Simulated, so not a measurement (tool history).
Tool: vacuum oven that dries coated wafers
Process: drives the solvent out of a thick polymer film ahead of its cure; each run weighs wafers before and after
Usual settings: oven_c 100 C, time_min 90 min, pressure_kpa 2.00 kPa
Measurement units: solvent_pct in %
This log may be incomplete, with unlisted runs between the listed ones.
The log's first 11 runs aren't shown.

run,hour,oven_c,time_min,pressure_kpa,solvent_pct
12,833.1,100,90,2.17,4.26
13,907.6,115,90,2.00,2.14
14,1015.9,115,90,2.00,2.19
15,1127.5,115,90,2.00,2.14
16,1212.7,115,90,2.00,2.19
17,1263.3,100,90,2.00,4.10
18,1338.7,105,90,2.00,3.31
19,1408.8,101,68,2.00,4.48
20,1457.7,101,115,2.00,3.61
21,1518.3,101,49,2.29,5.38
22,1573.4,106,87,5.23,6.06
23,1637.6,94,90,2.00,5.61
# hour 1644.3: vacuum gauge cleaned of residue and calibrated
24,1724.1,87,120,6.66,13.56
25,1790.1,87,97,6.66,13.51
26,1840.5,87,97,6.66,13.34
27,1926.9,87,97,6.66,13.62
28,1974.3,87,97,6.66,13.54
29,2078.4,110,90,5.27,5.83
# hour 2087.3: vacuum gauge cleaned of residue and calibrated, once more
30,2171.7,88,67,6.09,11.65
31,2261.7,96,90,6.45,9.11
32,2355.8,96,90,6.45,8.89
33,2420.6,96,56,6.45,9.39
34,2466.6,96,56,6.45,9.45

Here are 3 independent what-if runs from the current tool condition. What would each one return?
A,2521.2,96,148,6.45,?
B,2521.2,103,51,1.34,?
C,2521.2,94,51,1.48,?

run,solvent_pct
A,8.71
B,2.70
C,4.90
Stripped of hidden state, with their random variation kept, the same runs would have yielded:
run,solvent_pct
A,9.39
B,3.09
C,5.41
